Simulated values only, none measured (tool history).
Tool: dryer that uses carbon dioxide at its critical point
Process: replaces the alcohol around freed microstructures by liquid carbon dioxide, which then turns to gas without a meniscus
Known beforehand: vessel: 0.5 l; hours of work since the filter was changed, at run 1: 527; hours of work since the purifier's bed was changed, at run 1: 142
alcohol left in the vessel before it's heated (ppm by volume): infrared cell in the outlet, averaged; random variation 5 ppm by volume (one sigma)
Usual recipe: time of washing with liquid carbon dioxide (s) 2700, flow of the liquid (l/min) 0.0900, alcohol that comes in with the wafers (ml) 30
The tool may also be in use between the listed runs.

run    day  time of washing with liquid carbon dioxide (s)  flow of the liquid (l/min)  alcohol that comes in with the wafers (ml)  hours of work since the filter was changed  hours of work since the purifier's bed was changed  alcohol left in the vessel before it's heated (ppm by volume)
  1  0.000                                            2700                      0.0900                                          30                                         527                                                 142                                                            120
  2  0.375                                            2700                      0.0900                                          30                                         532                                                 146                                                            118
  3  1.033                                            2700                      0.0900                                          50                                         540                                                 155                                                            186
  4  1.429                                            2700                      0.0900                                          30                                         545                                                 160                                                            130
  5  1.904                                            2700                      0.0900                                          30                                         551                                                 166                                                            121
  6  2.546                                            2700                      0.0900                                          30                                         559                                                 174                                                            124
     2.854  -- inlet filter changed
  7  3.308                                            2700                      0.0900                                          30                                           6                                                 183                                                             76
  8  3.917                                            2700                      0.0900                                          57                                          14                                                 191                                                            121
  9  4.633                                            2040                      0.1396                                          92                                          23                                                 200                                                             63
 10  5.300                                            2700                      0.0774                                          30                                          31                                                 209                                                            171
 11  5.996                                            2700                      0.0899                                          80                                          40                                                 218                                                            160
 12  6.658                                            2220                      0.0900                                          53                                          49                                                 226                                                            330
 13  6.992                                            2700                      0.1229                                         118                                          53                                                 230                                                             60
 14  7.717                                            2700                      0.1229                                          55                                          62                                                 240                                                             62
 15  8.133                                            3300                      0.0900                                          65                                          68                                                 245                                                             75

Branching from run 15: 4 alternative next runs. What would each branch give?
  A  8.512                                            2760                      0.0900                                          30                                          72                                                 250                                                              ?
  B  8.512                                            2940                      0.0624                                          28                                          72                                                 250                                                              ?
  C  8.512                                            4320                      0.0900                                          25                                          72                                                 250                                                              ?
  D  8.512                                            2700                      0.0900                                          52                                          72                                                 250                                                              ?

run  alcohol left in the vessel before it's heated (ppm by volume)
  A                                                             93
  B                                                            345
  C                                                             60
  D                                                            130
Stripped of hidden state, with their random variation kept, the same runs would have yielded:
run  alcohol left in the vessel before it's heated (ppm by volume)
  A                                                             42
  B                                                            276
  C                                                             12
  D                                                             75

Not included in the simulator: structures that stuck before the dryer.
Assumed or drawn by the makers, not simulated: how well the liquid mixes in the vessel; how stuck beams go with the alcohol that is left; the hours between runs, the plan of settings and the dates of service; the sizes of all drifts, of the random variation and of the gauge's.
